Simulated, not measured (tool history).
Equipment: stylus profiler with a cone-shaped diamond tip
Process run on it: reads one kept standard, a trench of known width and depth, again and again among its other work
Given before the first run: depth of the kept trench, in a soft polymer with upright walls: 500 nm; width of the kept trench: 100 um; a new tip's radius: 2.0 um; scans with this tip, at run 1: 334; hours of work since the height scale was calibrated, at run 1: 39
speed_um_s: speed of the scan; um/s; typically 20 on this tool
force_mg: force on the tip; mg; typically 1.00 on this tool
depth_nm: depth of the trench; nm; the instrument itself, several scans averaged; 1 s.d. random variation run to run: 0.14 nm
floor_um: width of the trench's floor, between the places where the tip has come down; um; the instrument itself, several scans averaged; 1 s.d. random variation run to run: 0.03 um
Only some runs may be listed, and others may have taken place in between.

run	hour	speed_um_s	force_mg	scans with this tip	hours of work since the height scale was calibrated	depth_nm	floor_um
1	0.0	20	1.00	334	39	501.91	97.24
2	8.6	20	1.00	380	45	502.06	97.22
3	21.7	20	0.84	450	53	501.80	97.20
4	32.8	20	0.84	508	60	501.58	97.17
5	40.8	20	1.69	551	65	502.80	97.24
6	53.3	20	1.69	617	73	502.66	97.22
7	68.8	20	1.69	700	83	502.78	97.25
8	80.6	20	2.47	763	90	503.68	97.29
9	96.2	20	2.47	846	100	503.77	97.26
10	110.6	20	2.47	922	109	503.53	97.23
11	125.8	20	0.64	1003	119	501.68	97.15
12	139.8	20	1.84	1077	127	503.03	97.24
13	147.7	20	1.84	1120	132	502.98	97.20
14	155.4	20	1.84	1160	137	503.28	97.25
15	169.6	20	0.42	1236	146	501.46	97.14
16	185.1	20	0.42	1318	156	501.52	97.20
17	195.0	20	0.42	1371	162	501.22	97.08
18	205.3	20	2.39	1426	168	503.70	97.24
19	213.3	42	1.00	1468	174	501.98	97.09
20	221.0	42	1.00	1509	178	502.19	97.13
21	227.9	42	1.00	1546	183	502.26	97.10
22	240.2	42	1.00	1611	190	501.98	97.12
23	249.5	20	0.45	1660	196	501.33	97.14
24	262.2	63	1.27	1728	204	502.48	97.01
25	279.2	57	1.20	1818	215	502.62	97.05
26	291.9	34	0.38	1886	223	501.57	97.03
27	300.1	23	0.38	1930	228	501.28	97.11
28	311.4	23	0.38	1990	235	501.47	97.05
29	326.8	26	1.95	2071	245	503.25	97.15
30	341.0	26	1.95	2147	254	503.58	97.10
31	348.2	26	1.95	2185	258	503.45	97.18
32	356.8	26	1.95	2231	264	503.28	97.13
33	365.3	26	1.95	2276	269	503.41	97.14
34	374.0	29	1.06	2322	274	502.52	97.10
35	381.3	29	1.06	2361	279	502.64	97.06
36	392.1	8	0.34	2418	286	501.70	97.22
37	400.4	8	0.34	2463	291	501.60	97.15
38	408.0	8	0.34	2503	296	501.50	97.11
39	424.2	57	1.00	2589	306	502.51	96.96
40	433.3	57	1.00	2637	312	502.40	97.01
41	445.8	49	1.06	2704	320	502.62	96.95
42	460.8	42	0.55	2784	329	501.85	96.95
43	474.9	24	1.91	2859	338	503.88	97.12
44	489.0	31	0.69	2934	347	502.24	97.03
45	496.5	7	1.06	2974	351	502.76	97.17
46	508.0	29	1.00	3035	359	502.68	97.05

Below are 5 alternative next runs, each starting from the tool's condition after run 46. Predict each:
A	516.5	10	1.64	3080	364	?	?
B	516.5	14	0.82	3080	364	?	?
C	516.5	20	0.52	3080	364	?	?
D	516.5	15	1.00	3080	364	?	?
E	516.5	51	1.39	3080	364	?	?

run	depth_nm	floor_um
A	503.49	97.16
B	502.56	97.10
C	501.80	97.08
D	502.74	97.16
E	503.12	96.98
Stripped of hidden state, with their random variation kept, the same runs would have yielded:
run	depth_nm	floor_um
A	502.59	97.35
B	501.66	97.28
C	500.91	97.26
D	501.84	97.34
E	502.22	97.16
